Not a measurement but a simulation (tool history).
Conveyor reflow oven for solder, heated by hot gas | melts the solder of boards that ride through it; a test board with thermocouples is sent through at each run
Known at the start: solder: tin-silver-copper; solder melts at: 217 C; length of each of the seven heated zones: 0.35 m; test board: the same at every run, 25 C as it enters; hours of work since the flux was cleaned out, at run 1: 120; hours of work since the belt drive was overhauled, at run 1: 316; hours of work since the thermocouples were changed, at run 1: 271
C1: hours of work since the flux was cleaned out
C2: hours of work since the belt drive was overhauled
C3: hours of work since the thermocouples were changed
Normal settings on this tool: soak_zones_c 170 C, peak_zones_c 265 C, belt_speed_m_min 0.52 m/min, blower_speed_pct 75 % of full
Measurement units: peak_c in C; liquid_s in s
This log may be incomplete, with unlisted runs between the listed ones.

{"run": 1, "hour": 0.0, "soak_zones_c": 170, "peak_zones_c": 265, "belt_speed_m_min": 0.52, "blower_speed_pct": 75, "C1": 120, "C2": 316, "C3": 271, "peak_c": 251.1, "liquid_s": 59.4}
{"run": 2, "hour": 19.3, "soak_zones_c": 170, "peak_zones_c": 265, "belt_speed_m_min": 0.52, "blower_speed_pct": 75, "C1": 130, "C2": 326, "C3": 281, "peak_c": 251.1, "liquid_s": 59.3}
{"run": 3, "hour": 28.1, "soak_zones_c": 170, "peak_zones_c": 265, "belt_speed_m_min": 0.52, "blower_speed_pct": 75, "C1": 134, "C2": 330, "C3": 285, "peak_c": 251.1, "liquid_s": 58.9}
{"run": 4, "hour": 38.0, "soak_zones_c": 170, "peak_zones_c": 265, "belt_speed_m_min": 0.52, "blower_speed_pct": 75, "C1": 139, "C2": 335, "C3": 290, "peak_c": 251, "liquid_s": 59.5}
{"run": 5, "hour": 57.3, "soak_zones_c": 166, "peak_zones_c": 265, "belt_speed_m_min": 0.52, "blower_speed_pct": 75, "C1": 149, "C2": 345, "C3": 300, "peak_c": 250.5, "liquid_s": 57.3}
{"run": 6, "hour": 73.5, "soak_zones_c": 170, "peak_zones_c": 265, "belt_speed_m_min": 0.52, "blower_speed_pct": 75, "C1": 157, "C2": 353, "C3": 308, "peak_c": 251, "liquid_s": 58.4}
{"run": 7, "hour": 91.1, "soak_zones_c": 170, "peak_zones_c": 265, "belt_speed_m_min": 0.52, "blower_speed_pct": 75, "C1": 166, "C2": 362, "C3": 317, "peak_c": 251.1, "liquid_s": 58.7}
{"run": 8, "hour": 108.6, "soak_zones_c": 170, "peak_zones_c": 265, "belt_speed_m_min": 0.52, "blower_speed_pct": 75, "C1": 175, "C2": 371, "C3": 326, "peak_c": 250.7, "liquid_s": 59}
{"run": 9, "hour": 126.3, "soak_zones_c": 170, "peak_zones_c": 265, "belt_speed_m_min": 0.52, "blower_speed_pct": 75, "C1": 184, "C2": 380, "C3": 335, "peak_c": 250.6, "liquid_s": 59.2}
{"run": 10, "hour": 143.3, "soak_zones_c": 170, "peak_zones_c": 265, "belt_speed_m_min": 0.52, "blower_speed_pct": 75, "C1": 193, "C2": 389, "C3": 343, "peak_c": 250.7, "liquid_s": 58.6}
{"run": 11, "hour": 161.7, "soak_zones_c": 170, "peak_zones_c": 265, "belt_speed_m_min": 0.52, "blower_speed_pct": 75, "C1": 202, "C2": 398, "C3": 353, "peak_c": 250.4, "liquid_s": 58.7}
{"run": 12, "hour": 178.4, "soak_zones_c": 170, "peak_zones_c": 265, "belt_speed_m_min": 0.444, "blower_speed_pct": 75, "C1": 210, "C2": 406, "C3": 361, "peak_c": 254.8, "liquid_s": 74}
{"run": 13, "hour": 193.3, "soak_zones_c": 170, "peak_zones_c": 265, "belt_speed_m_min": 0.444, "blower_speed_pct": 81, "C1": 218, "C2": 414, "C3": 369, "peak_c": 255.3, "liquid_s": 75.2}
{"run": 14, "hour": 211.0, "soak_zones_c": 170, "peak_zones_c": 265, "belt_speed_m_min": 0.444, "blower_speed_pct": 81, "C1": 227, "C2": 423, "C3": 378, "peak_c": 255.4, "liquid_s": 75}
{"run": 15, "hour": 224.4, "soak_zones_c": 170, "peak_zones_c": 265, "belt_speed_m_min": 0.52, "blower_speed_pct": 75, "C1": 234, "C2": 430, "C3": 384, "peak_c": 250.2, "liquid_s": 58.3}
{"run": 16, "hour": 242.5, "soak_zones_c": 170, "peak_zones_c": 265, "belt_speed_m_min": 0.52, "blower_speed_pct": 75, "C1": 243, "C2": 439, "C3": 394, "peak_c": 250.5, "liquid_s": 58.5}
{"run": 17, "hour": 253.9, "soak_zones_c": 175, "peak_zones_c": 258, "belt_speed_m_min": 0.52, "blower_speed_pct": 75, "C1": 248, "C2": 445, "C3": 399, "peak_c": 245, "liquid_s": 55.8}
{"run": 18, "hour": 269.6, "soak_zones_c": 175, "peak_zones_c": 258, "belt_speed_m_min": 0.52, "blower_speed_pct": 59, "C1": 256, "C2": 453, "C3": 407, "peak_c": 242.3, "liquid_s": 51.7}
{"run": 19, "hour": 288.5, "soak_zones_c": 166, "peak_zones_c": 265, "belt_speed_m_min": 0.499, "blower_speed_pct": 83, "C1": 266, "C2": 462, "C3": 417, "peak_c": 251.8, "liquid_s": 61.7}
{"run": 20, "hour": 301.7, "soak_zones_c": 166, "peak_zones_c": 265, "belt_speed_m_min": 0.499, "blower_speed_pct": 83, "C1": 273, "C2": 469, "C3": 424, "peak_c": 251.6, "liquid_s": 61.9}
{"run": 21, "hour": 314.4, "soak_zones_c": 166, "peak_zones_c": 278, "belt_speed_m_min": 0.569, "blower_speed_pct": 83, "C1": 279, "C2": 475, "C3": 430, "peak_c": 259.1, "liquid_s": 57.1}
{"run": 22, "hour": 322.7, "soak_zones_c": 164, "peak_zones_c": 279, "belt_speed_m_min": 0.433, "blower_speed_pct": 83, "C1": 283, "C2": 479, "C3": 434, "peak_c": 268.8, "liquid_s": 82.8}
{"run": 23, "hour": 336.3, "soak_zones_c": 158, "peak_zones_c": 260, "belt_speed_m_min": 0.52, "blower_speed_pct": 59, "C1": 290, "C2": 486, "C3": 441, "peak_c": 240.3, "liquid_s": 43.8}
{"run": 24, "hour": 355.2, "soak_zones_c": 169, "peak_zones_c": 260, "belt_speed_m_min": 0.52, "blower_speed_pct": 54, "C1": 300, "C2": 496, "C3": 451, "peak_c": 241.2, "liquid_s": 48.1}
{"run": 25, "hour": 370.0, "soak_zones_c": 170, "peak_zones_c": 255, "belt_speed_m_min": 0.52, "blower_speed_pct": 73, "C1": 307, "C2": 503, "C3": 458, "peak_c": 240.8, "liquid_s": 49.2}
{"run": 26, "hour": 382.4, "soak_zones_c": 170, "peak_zones_c": 255, "belt_speed_m_min": 0.52, "blower_speed_pct": 73, "C1": 313, "C2": 510, "C3": 464, "peak_c": 240.5, "liquid_s": 48.9}
{"run": 27, "hour": 394.7, "soak_zones_c": 170, "peak_zones_c": 268, "belt_speed_m_min": 0.52, "blower_speed_pct": 73, "C1": 320, "C2": 516, "C3": 471, "peak_c": 251.9, "liquid_s": 59.8}
{"run": 28, "hour": 407.7, "soak_zones_c": 170, "peak_zones_c": 268, "belt_speed_m_min": 0.52, "blower_speed_pct": 73, "C1": 326, "C2": 522, "C3": 477, "peak_c": 252, "liquid_s": 59.5}
{"run": 29, "hour": 418.3, "soak_zones_c": 165, "peak_zones_c": 275, "belt_speed_m_min": 0.565, "blower_speed_pct": 89, "C1": 332, "C2": 528, "C3": 482, "peak_c": 257.3, "liquid_s": 56.5}
{"run": 30, "hour": 435.6, "soak_zones_c": 170, "peak_zones_c": 265, "belt_speed_m_min": 0.619, "blower_speed_pct": 75, "C1": 340, "C2": 536, "C3": 491, "peak_c": 243.2, "liquid_s": 41.7}
{"run": 31, "hour": 452.1, "soak_zones_c": 170, "peak_zones_c": 265, "belt_speed_m_min": 0.619, "blower_speed_pct": 75, "C1": 349, "C2": 545, "C3": 500, "peak_c": 243.2, "liquid_s": 41.5}

Consider 3 possible next runs. They are alternatives, not a sequence: every one starts from the tool as it was left by run 31. What does each give?
{"hour": 457.1, "done": "thermocouples of zones 6 and 7 changed"}
{"run": "A", "hour": 465.3, "soak_zones_c": 164, "peak_zones_c": 260, "belt_speed_m_min": 0.619, "blower_speed_pct": 62, "C1": 354, "C2": 551, "C3": 4, "peak_c": "?", "liquid_s": "?"}
{"hour": 457.1, "done": "thermocouples of zones 6 and 7 changed"}
{"run": "B", "hour": 465.3, "soak_zones_c": 182, "peak_zones_c": 265, "belt_speed_m_min": 0.487, "blower_speed_pct": 60, "C1": 354, "C2": 551, "C3": 4, "peak_c": "?", "liquid_s": "?"}
{"hour": 457.1, "done": "thermocouples of zones 6 and 7 changed"}
{"run": "C", "hour": 465.3, "soak_zones_c": 181, "peak_zones_c": 265, "belt_speed_m_min": 0.619, "blower_speed_pct": 75, "C1": 354, "C2": 551, "C3": 4, "peak_c": "?", "liquid_s": "?"}

run=A peak_c=234 liquid_s=29.9
run=B peak_c=250.6 liquid_s=67.4
run=C peak_c=245.4 liquid_s=46.6
Had the tool no hidden state, the same runs would have come out as:
run=A peak_c=237.4 liquid_s=34.3
run=B peak_c=252.7 liquid_s=68.9
run=C peak_c=248.6 liquid_s=49.4
